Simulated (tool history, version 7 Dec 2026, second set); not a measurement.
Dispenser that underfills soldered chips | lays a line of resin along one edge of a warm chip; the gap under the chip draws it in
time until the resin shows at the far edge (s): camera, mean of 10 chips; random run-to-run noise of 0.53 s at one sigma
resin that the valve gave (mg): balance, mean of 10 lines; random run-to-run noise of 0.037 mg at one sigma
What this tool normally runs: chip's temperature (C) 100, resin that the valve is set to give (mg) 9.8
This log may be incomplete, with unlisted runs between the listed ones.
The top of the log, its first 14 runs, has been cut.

| run | day | chip's temperature (C) | resin that the valve is set to give (mg) | time until the resin shows at the far edge (s) | resin that the valve gave (mg) |
|---|---|---|---|---|---|
|  | 3.804 | new syringe of resin |
| 15 | 3.825 | 100 | 9.78 | 49.6 | 9.74 |
| 16 | 4.15 | 100 | 9.89 | 65.7 | 9.85 |
|  | 4.275 | new syringe of resin |
| 17 | 4.421 | 100 | 12.6 | 55.3 | 12.48 |
|  | 4.746 | new syringe of resin |
| 18 | 4.746 | 103 | 11.51 | 41.5 | 11.34 |
| 19 | 5.104 | 108 | 10.95 | 48.6 | 10.8 |
|  | 5.217 | new syringe of resin |
| 20 | 5.404 | 108 | 10.95 | 42 | 10.76 |
|  | 5.704 | new syringe of resin |
| 21 | 5.804 | 105 | 10.36 | 42.9 | 10.17 |
|  | 6.012 | dispensing valve cleaned and set on the balance |
| 22 | 6.188 | 105 | 10.36 | 58 | 10.31 |
|  | 6.212 | new syringe of resin |
| 23 | 6.583 | 91 | 8.79 | 100.1 | 8.8 |
|  | 6.704 | new syringe of resin |
| 24 | 6.829 | 94 | 8.36 | 69.1 | 8.3 |

Forecast run 25:
| 25 | 7.033 | 94 | 8.36 | ? | ? |

Run 25 came out at time until the resin shows at the far edge (s) 83.4, resin that the valve gave (mg) 8.32.
Minus the tool's unlogged condition, the same run would have read time until the resin shows at the far edge (s) 55.8, resin that the valve gave (mg) 8.41.

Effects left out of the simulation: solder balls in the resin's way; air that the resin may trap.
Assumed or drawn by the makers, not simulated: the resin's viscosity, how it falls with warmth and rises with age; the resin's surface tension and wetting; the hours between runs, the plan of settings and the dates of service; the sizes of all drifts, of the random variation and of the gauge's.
